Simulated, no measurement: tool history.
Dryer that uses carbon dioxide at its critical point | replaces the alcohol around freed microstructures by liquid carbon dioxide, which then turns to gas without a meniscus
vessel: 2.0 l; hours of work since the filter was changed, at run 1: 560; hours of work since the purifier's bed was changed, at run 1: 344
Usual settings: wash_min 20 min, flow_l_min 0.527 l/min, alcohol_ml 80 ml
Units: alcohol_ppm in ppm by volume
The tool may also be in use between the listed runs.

run    hour  wash_min  flow_l_min  alcohol_ml  hours of work since the filter was changed  hours of work since the purifier's bed was changed  alcohol_ppm
  1       0        20       0.527          80                                         560                                                 344          410
  2    29.8        20       0.527          80                                         570                                                 353          416
  3    74.3        27       0.527          80                                         584                                                 368          120
       77.4  -- inlet filter changed
  4   113.4        20       0.527          80                                          12                                                 380          300
  5   135.4        20        0.51          80                                          19                                                 387          349
  6   171.6        20        0.51          80                                          31                                                 399          338
  7     210        20        0.51          75                                          43                                                 411          349
  8   238.5        20       0.527          26                                          52                                                 421          136
  9   279.5        20       0.527          26                                          65                                                 434          142
 10   318.7        20       0.527          80                                          78                                                 447          328
 11     362        20       0.527          80                                          92                                                 461          320
 12   401.2        20       0.367          80                                         105                                                 473         1195
 13     424        20       0.367          80                                         112                                                 481         1201
 14   442.8        20       0.367          80                                         118                                                 487         1209
 15   486.8        20       0.527          80                                         133                                                 501          338
 16   530.2        20       0.527          80                                         147                                                 515          338
 17   560.7        20       0.527          46                                         157                                                 525          224
 18   584.4        20       0.527          36                                         164                                                 533          191
 19   618.1        20       0.527          36                                         175                                                 544          187
 20     640        20       0.527          80                                         182                                                 551          345
 21     661        20       0.527          80                                         189                                                 558          356
 22   680.9        20        0.43          80                                         196                                                 564          733
 23   704.6        20       0.527          80                                         203                                                 572          358
 24   728.6        18       0.321          61                                         211                                                 579         1920
 25   759.3        18       0.321          61                                         221                                                 589         1953
 26   793.9        18       0.321          61                                         232                                                 601         2011
 27   823.5        22       0.527          29                                         242                                                 610          137
 28   853.1        15       0.712          80                                         251                                                 620          375
 29   878.9        20       0.336          80                                         260                                                 628         1692
 30   908.3        19       0.527          80                                         269                                                 638          445
 31   942.8        16       0.659          59                                         280                                                 649          310
 32   975.9        16       0.659          59                                         291                                                 660          314
 33   999.2        16       0.659          59                                         299                                                 667          328
 34  1031.6        27       0.423          80                                         309                                                 678          293
 35    1073        27       0.474          68                                         323                                                 691          171
 36  1099.2        27       0.474          68                                         331                                                 700          169
 37  1119.2        27       0.474          68                                         338                                                 706          192
 38  1163.9        14       0.423          25                                         352                                                 720          885
 39  1203.7        26       0.521          80                                         365                                                 733          168
 40  1238.7        12       0.662          80                                         376                                                 745         1196
 41  1276.2        20        0.35          46                                         388                                                 757          966
 42  1301.1        32       0.527          74                                         396                                                 765          108
 43  1323.9        15       0.791          30                                         404                                                 772          180
 44  1358.3        15       0.469          61                                         415                                                 783         1289
 45  1397.3        15       0.469          61                                         428                                                 796         1281
       1403  -- purifier's bed changed
 46  1445.6        15       0.469          61                                         442                                                  14         1227

Hidden state or all else? Some run-to-run changes of alcohol_ppm, split into what the settings, what came in and random variation would give without the hidden state, and what is left for the hidden state (with any gauge scatter that isn't in both results):
The hidden state here: flow that reaches the vessel past the clogged filter, %; alcohol in the recycled carbon dioxide, ppm; drift of the gauge itself on alcohol_ppm, %.
Run 23 -> 24: wash_min 20 -> 18, flow_l_min 0.527 -> 0.321, alcohol_ml 80 -> 61. alcohol_ppm +1562 ppm by volume: hidden state +111, all else +1451.
Run 26 -> 27: wash_min 18 -> 22, flow_l_min 0.321 -> 0.527, alcohol_ml 61 -> 29. alcohol_ppm -1874 ppm by volume: hidden state -159, all else -1715.
Run 28 -> 29: wash_min 15 -> 20, flow_l_min 0.712 -> 0.336. alcohol_ppm +1317 ppm by volume: hidden state +130, all else +1187.
Run 39 -> 40: wash_min 26 -> 12, flow_l_min 0.521 -> 0.662. alcohol_ppm +1028 ppm by volume: hidden state +171, all else +857.
Run 43 -> 44: flow_l_min 0.791 -> 0.469, alcohol_ml 30 -> 61. alcohol_ppm +1109 ppm by volume: hidden state +185, all else +924.

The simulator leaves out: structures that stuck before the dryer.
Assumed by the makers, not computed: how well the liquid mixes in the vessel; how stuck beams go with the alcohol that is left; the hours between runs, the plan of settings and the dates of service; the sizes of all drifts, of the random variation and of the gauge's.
